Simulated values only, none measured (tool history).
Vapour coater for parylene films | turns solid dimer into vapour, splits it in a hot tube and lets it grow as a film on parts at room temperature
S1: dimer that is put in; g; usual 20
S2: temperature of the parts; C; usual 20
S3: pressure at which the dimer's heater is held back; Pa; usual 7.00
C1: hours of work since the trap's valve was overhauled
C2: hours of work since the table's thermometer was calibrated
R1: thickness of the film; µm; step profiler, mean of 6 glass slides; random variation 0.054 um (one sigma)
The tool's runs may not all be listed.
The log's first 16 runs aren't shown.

run 17 hour=845.3 | S1=11 S2=20 S3=7.00 | C1=77 C2=1282 | R1=3.52
run 18 hour=881.9 | S1=11 S2=20 S3=7.00 | C1=93 C2=1298 | R1=3.50
run 19 hour=945.8 | S1=14 S2=20 S3=7.00 | C1=121 C2=1327 | R1=4.39
run 20 hour=1001.8 | S1=14 S2=20 S3=7.00 | C1=146 C2=1351 | R1=4.36
run 21 hour=1037.7 | S1=14 S2=20 S3=7.00 | C1=162 C2=1367 | R1=4.44
run 22 hour=1091.9 | S1=14 S2=20 S3=7.00 | C1=186 C2=1391 | R1=4.38
run 23 hour=1138.1 | S1=20 S2=21 S3=7.00 | C1=207 C2=1412 | R1=6.21
run 24 hour=1192.0 | S1=20 S2=21 S3=7.00 | C1=231 C2=1436 | R1=6.15
run 25 hour=1260.9 | S1=20 S2=21 S3=7.00 | C1=261 C2=1466 | R1=6.15
run 26 hour=1304.6 | S1=30 S2=20 S3=7.00 | C1=281 C2=1486 | R1=9.41
run 27 hour=1377.4 | S1=30 S2=30 S3=3.51 | C1=313 C2=1518 | R1=7.91
run 28 hour=1425.1 | S1=20 S2=27 S3=3.74 | C1=334 C2=1539 | R1=5.65
run 29 hour=1481.3 | S1=20 S2=27 S3=3.74 | C1=359 C2=1564 | R1=5.72
run 30 hour=1530.1 | S1=17 S2=12 S3=6.24 | C1=381 C2=1586 | R1=6.65
run 31 hour=1585.9 | S1=15 S2=31 S3=7.00 | C1=405 C2=1610 | R1=3.57
-- hour=1602.6 trap's valve overhauled
run 32 hour=1628.3 | S1=15 S2=31 S3=7.00 | C1=11 C2=1627 | R1=3.60
run 33 hour=1674.3 | S1=20 S2=26 S3=5.51 | C1=32 C2=1648 | R1=5.57
run 34 hour=1733.6 | S1=20 S2=29 S3=9.63 | C1=58 C2=1674 | R1=4.89
run 35 hour=1798.3 | S1=32 S2=20 S3=7.00 | C1=87 C2=1703 | R1=10.11
run 36 hour=1870.9 | S1=32 S2=20 S3=7.00 | C1=119 C2=1735 | R1=10.06
run 37 hour=1914.6 | S1=8 S2=14 S3=7.00 | C1=138 C2=1754 | R1=2.98

Run 38 comes next. What will it give?
run 38 hour=1984.3 | S1=8 S2=18 S3=9.66 | C1=169 C2=1785 | R1=?

{"run 38": {"R1": 2.6}}
Without the tool's hidden state the same run would have given R1 2.60 µm.
